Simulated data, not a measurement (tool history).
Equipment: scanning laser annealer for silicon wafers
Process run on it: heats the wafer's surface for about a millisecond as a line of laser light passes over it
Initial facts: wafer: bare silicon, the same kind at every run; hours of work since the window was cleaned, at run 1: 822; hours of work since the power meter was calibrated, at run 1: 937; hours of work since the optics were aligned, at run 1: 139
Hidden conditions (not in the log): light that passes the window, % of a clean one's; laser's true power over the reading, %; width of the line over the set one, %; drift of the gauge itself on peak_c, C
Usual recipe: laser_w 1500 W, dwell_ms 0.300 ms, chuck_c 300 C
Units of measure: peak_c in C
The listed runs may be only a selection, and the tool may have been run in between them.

run,hour,laser_w,dwell_ms,chuck_c,hours of work since the window was cleaned,hours of work since the power meter was calibrated,hours of work since the optics were aligned,peak_c
1,0.0,1500,0.300,300,822,937,139,1138
2,44.8,1605,0.300,300,848,964,166,1215
3,84.0,1605,0.300,300,872,987,190,1216
4,120.7,1605,0.300,300,894,1009,211,1213
5,159.4,1605,0.300,300,917,1032,235,1216
6,204.7,1351,0.300,300,944,1059,261,1026
7,240.6,1351,0.300,300,965,1081,283,1029
# hour 262.0: window over the wafer cleaned
8,283.1,1500,0.300,300,13,1105,307,1136
9,312.5,1500,0.300,299,30,1122,325,1135
10,334.8,1500,0.301,300,43,1136,338,1137
11,362.9,1291,0.300,300,60,1152,355,983
12,398.2,1500,0.300,300,81,1173,376,1139
13,417.4,1500,0.300,319,93,1185,387,1153
14,460.6,1500,0.300,319,118,1211,413,1155
15,490.0,1500,0.300,319,136,1228,430,1154
16,524.7,1500,0.300,319,157,1249,451,1156
17,560.0,1500,0.300,319,178,1270,472,1154
18,598.3,1500,0.317,300,200,1293,495,1164
19,635.5,1500,0.317,300,223,1315,517,1156
20,666.8,1500,0.300,330,241,1333,536,1167
21,688.5,1500,0.300,330,254,1346,549,1167
22,713.6,1500,0.342,269,269,1361,564,1157
23,732.9,1500,0.342,269,281,1373,575,1157
24,761.9,1611,0.342,260,298,1390,592,1241
25,797.5,1319,0.214,300,319,1411,614,904
26,839.0,1457,0.300,292,344,1436,638,1099
27,882.1,1457,0.300,292,370,1462,664,1097
28,910.5,1457,0.300,292,386,1479,681,1096
29,931.5,1457,0.300,292,399,1491,693,1099
30,968.7,1643,0.300,300,421,1513,716,1248
31,1000.7,1352,0.369,287,440,1532,735,1088
32,1024.7,1352,0.369,287,454,1547,749,1086
33,1054.7,1455,0.300,276,472,1565,767,1079
34,1077.4,1500,0.231,300,486,1578,780,1042
35,1117.4,1500,0.231,300,510,1602,804,1038
36,1145.3,1500,0.231,300,526,1619,821,1038
37,1164.7,1500,0.377,300,538,1630,832,1232
38,1197.9,1500,0.377,300,558,1650,852,1233
39,1228.3,1500,0.300,281,576,1668,870,1118
40,1257.5,1618,0.300,300,593,1685,888,1228
41,1286.0,1490,0.244,327,610,1702,905,1079

How the hidden state differs across the entries between the runs, from the last listed run before each to the first after it:
In the gap between runs 7 and 8: window over the wafer cleaned (hour 262.0)
  light that passes the window, % of a clean one's: 99.93 -> 100

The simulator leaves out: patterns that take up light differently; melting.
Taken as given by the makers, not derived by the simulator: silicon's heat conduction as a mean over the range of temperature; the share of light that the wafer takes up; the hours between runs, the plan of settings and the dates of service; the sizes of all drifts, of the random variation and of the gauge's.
